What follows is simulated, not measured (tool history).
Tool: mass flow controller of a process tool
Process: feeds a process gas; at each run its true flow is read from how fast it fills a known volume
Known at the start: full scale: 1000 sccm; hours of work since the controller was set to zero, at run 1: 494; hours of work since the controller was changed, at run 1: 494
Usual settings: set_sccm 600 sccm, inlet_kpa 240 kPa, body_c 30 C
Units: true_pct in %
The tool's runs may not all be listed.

| run | hour | set_sccm | inlet_kpa | body_c | hours of work since the controller was set to zero | hours of work since the controller was changed | true_pct |
|---|---|---|---|---|---|---|---|
| 1 | 0 | 600 | 240 | 30 | 494 | 494 | 99.47 |
| 2 | 136.1 | 600 | 240 | 30 | 576 | 576 | 99.67 |
| 3 | 243.5 | 600 | 240 | 21 | 641 | 641 | 99.12 |
| 4 | 383.9 | 600 | 240 | 21 | 726 | 726 | 99.27 |
| 5 | 542 | 600 | 240 | 21 | 822 | 822 | 99.34 |
| 6 | 688 | 600 | 240 | 30 | 910 | 910 | 99.73 |
| 7 | 838.2 | 600 | 240 | 30 | 1001 | 1001 | 99.73 |
| 8 | 1017.5 | 600 | 240 | 30 | 1110 | 1110 | 99.65 |
| 9 | 1097.3 | 600 | 240 | 30 | 1158 | 1158 | 99.79 |
| 10 | 1253.5 | 600 | 240 | 30 | 1252 | 1252 | 99.85 |
| 11 | 1439.1 | 600 | 191 | 30 | 1365 | 1365 | 100.41 |
| 12 | 1541.3 | 600 | 191 | 30 | 1426 | 1426 | 100.4 |
| 13 | 1680.4 | 600 | 240 | 24 | 1511 | 1511 | 99.75 |
| 14 | 1864.6 | 600 | 240 | 32 | 1622 | 1622 | 100.2 |
| 15 | 1986.1 | 600 | 240 | 30 | 1696 | 1696 | 100.04 |
| 16 | 2175 | 681 | 262 | 25 | 1810 | 1810 | 99.87 |
| 17 | 2363.5 | 588 | 262 | 29 | 1924 | 1924 | 100.06 |
| 18 | 2462.3 | 588 | 262 | 29 | 1984 | 1984 | 100.14 |
| 19 | 2583.8 | 588 | 262 | 29 | 2057 | 2057 | 100.01 |
| 20 | 2707.4 | 588 | 154 | 24 | 2132 | 2132 | 100.73 |
| 21 | 2824.6 | 468 | 154 | 29 | 2203 | 2203 | 100.87 |
| 22 | 3011 | 468 | 154 | 29 | 2316 | 2316 | 100.93 |
| 23 | 3107.6 | 468 | 154 | 29 | 2374 | 2374 | 100.86 |

The next listed run, before its measurement:
| 24 | 3241.4 | 468 | 154 | 29 | 2455 | 2455 | ? |

true_pct: 101.08 %
Without the tool's hidden state the same run would have given true_pct 100.03 %.

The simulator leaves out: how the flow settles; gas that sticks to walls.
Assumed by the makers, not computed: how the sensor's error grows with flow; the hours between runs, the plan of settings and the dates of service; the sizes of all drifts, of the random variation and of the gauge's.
